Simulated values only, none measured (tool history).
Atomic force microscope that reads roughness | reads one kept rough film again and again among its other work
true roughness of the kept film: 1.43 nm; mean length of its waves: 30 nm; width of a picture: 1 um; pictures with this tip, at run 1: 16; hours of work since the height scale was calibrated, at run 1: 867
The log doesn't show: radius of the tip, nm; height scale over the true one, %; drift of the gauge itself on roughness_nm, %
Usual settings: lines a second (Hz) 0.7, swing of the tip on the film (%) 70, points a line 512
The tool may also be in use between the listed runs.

| run | hour | lines a second (Hz) | swing of the tip on the film (%) | points a line | pictures with this tip | hours of work since the height scale was calibrated | roughness of the kept film (nm (root mean square)) |
|---|---|---|---|---|---|---|---|
| 1 | 0 | 0.7 | 70 | 512 | 16 | 867 | 1.28 |
| 2 | 22.5 | 0.7 | 70 | 512 | 52 | 881 | 1.193 |
|  | 37.7 | new tip fitted |
| 3 | 44.1 | 0.7 | 70 | 454 | 11 | 894 | 1.291 |
| 4 | 78.9 | 0.7 | 70 | 454 | 67 | 916 | 1.144 |
|  | 86 | new tip fitted |
| 5 | 103.7 | 2.25 | 70 | 454 | 29 | 931 | 1.117 |
|  | 135.1 | new tip fitted |
| 6 | 152 | 2.25 | 70 | 454 | 28 | 960 | 1.124 |
|  | 183.8 | new tip fitted |
| 7 | 193.8 | 0.7 | 70 | 512 | 16 | 986 | 1.267 |
|  | 230.5 | new tip fitted |
| 8 | 240.3 | 0.7 | 77 | 512 | 16 | 1014 | 1.239 |
| 9 | 262 | 0.7 | 77 | 512 | 51 | 1027 | 1.167 |
|  | 279 | new tip fitted |
| 10 | 304.9 | 0.7 | 77 | 512 | 42 | 1053 | 1.164 |
|  | 325.9 | new tip fitted |
| 11 | 339.8 | 1.152 | 70 | 512 | 22 | 1075 | 1.224 |
| 12 | 370.5 | 1.152 | 70 | 512 | 73 | 1094 | 1.098 |
|  | 373.6 | new tip fitted |
| 13 | 418.5 | 1.152 | 70 | 512 | 73 | 1123 | 1.099 |
|  | 421.1 | new tip fitted |
| 14 | 450.2 | 0.7 | 77 | 512 | 48 | 1142 | 1.176 |
|  | 470.8 | new tip fitted |
| 15 | 481 | 0.7 | 77 | 512 | 17 | 1161 | 1.227 |
|  | 517.4 | new tip fitted |
| 16 | 520.6 | 0.7 | 70 | 586 | 5 | 1185 | 1.305 |
| 17 | 561.7 | 0.7 | 65 | 512 | 72 | 1210 | 1.161 |
|  | 564.7 | new tip fitted |
| 18 | 609.4 | 0.7 | 65 | 512 | 73 | 1239 | 1.144 |
|  | 614.1 | new tip fitted |
| 19 | 649.2 | 0.7 | 65 | 512 | 57 | 1264 | 1.183 |
|  | 664.1 | new tip fitted |
| 20 | 683.2 | 0.7 | 65 | 512 | 31 | 1284 | 1.251 |
|  | 712.2 | new tip fitted |
| 21 | 728.3 | 0.7 | 70 | 512 | 26 | 1312 | 1.255 |
| 22 | 752.6 | 0.7 | 56 | 512 | 66 | 1327 | 1.175 |
|  | 760 | new tip fitted |
| 23 | 776.3 | 1.482 | 63 | 548 | 26 | 1341 | 1.212 |
| 24 | 799.1 | 1.756 | 59 | 665 | 64 | 1355 | 1.136 |
|  | 808.2 | new tip fitted |
| 25 | 839.1 | 0.575 | 72 | 464 | 51 | 1379 | 1.173 |
|  | 854.8 | new tip fitted |
| 26 | 859.8 | 0.95 | 79 | 512 | 8 | 1392 | 1.233 |
| 27 | 881.4 | 0.95 | 79 | 512 | 43 | 1405 | 1.144 |
|  | 903 | new tip fitted |
| 28 | 930 | 0.618 | 78 | 794 | 44 | 1435 | 1.188 |
|  | 949.2 | new tip fitted |
| 29 | 965.4 | 3.863 | 76 | 561 | 26 | 1456 | 0.978 |
|  | 998.2 | new tip fitted |
| 30 | 1003.5 | 0.518 | 68 | 512 | 9 | 1480 | 1.318 |
| 31 | 1037.3 | 0.518 | 68 | 512 | 63 | 1500 | 1.173 |
|  | 1046.9 | new tip fitted |
| 32 | 1080.6 | 0.77 | 58 | 960 | 55 | 1527 | 1.21 |
|  | 1095.9 | new tip fitted |
| 33 | 1121.9 | 0.77 | 58 | 960 | 43 | 1552 | 1.227 |
|  | 1142.9 | new tip fitted |
| 34 | 1168.2 | 2.017 | 77 | 960 | 41 | 1580 | 1.066 |
|  | 1189.2 | new tip fitted |
| 35 | 1215 | 3.905 | 59 | 617 | 42 | 1609 | 1.11 |
|  | 1237.7 | new tip fitted |
| 36 | 1249.5 | 0.597 | 76 | 496 | 19 | 1630 | 1.26 |
|  | 1285.9 | new tip fitted |
| 37 | 1296.3 | 0.597 | 76 | 496 | 17 | 1658 | 1.279 |
| 38 | 1324 | 0.597 | 76 | 496 | 62 | 1675 | 1.167 |
|  | 1334.3 | new tip fitted |
| 39 | 1370.8 | 0.854 | 69 | 290 | 59 | 1704 | 1.158 |
|  | 1383 | new tip fitted |
| 40 | 1396 | 0.854 | 69 | 290 | 21 | 1719 | 1.264 |
| 41 | 1419.7 | 0.533 | 84 | 575 | 60 | 1734 | 1.142 |
|  | 1429.2 | new tip fitted |
| 42 | 1451.6 | 2.418 | 70 | 382 | 36 | 1753 | 1.098 |
|  | 1477.6 | new tip fitted |
| 43 | 1493.5 | 3.335 | 70 | 512 | 26 | 1779 | 1.077 |
|  | 1524.9 | new tip fitted |
| 44 | 1541.6 | 1.485 | 70 | 582 | 27 | 1808 | 1.176 |

Forecast each of these 4 alternatives for the next run:
|  | 1573.6 | new tip fitted |
| A | 1577.8 | 1.932 | 58 | 288 | 6 | 1830 | ? |
|  | 1573.6 | new tip fitted |
| B | 1577.8 | 0.7 | 74 | 512 | 6 | 1830 | ? |
|  | 1573.6 | new tip fitted |
| C | 1577.8 | 0.7 | 70 | 464 | 6 | 1830 | ? |
|  | 1573.6 | new tip fitted |
| D | 1577.8 | 1.218 | 65 | 601 | 6 | 1830 | ? |

| run | roughness of the kept film (nm (root mean square)) |
|---|---|
| A | 1.286 |
| B | 1.302 |
| C | 1.311 |
| D | 1.293 |
Without the tool's hidden state the same runs would have given:
| run | roughness of the kept film (nm (root mean square)) |
|---|---|
| A | 1.279 |
| B | 1.295 |
| C | 1.304 |
| D | 1.287 |
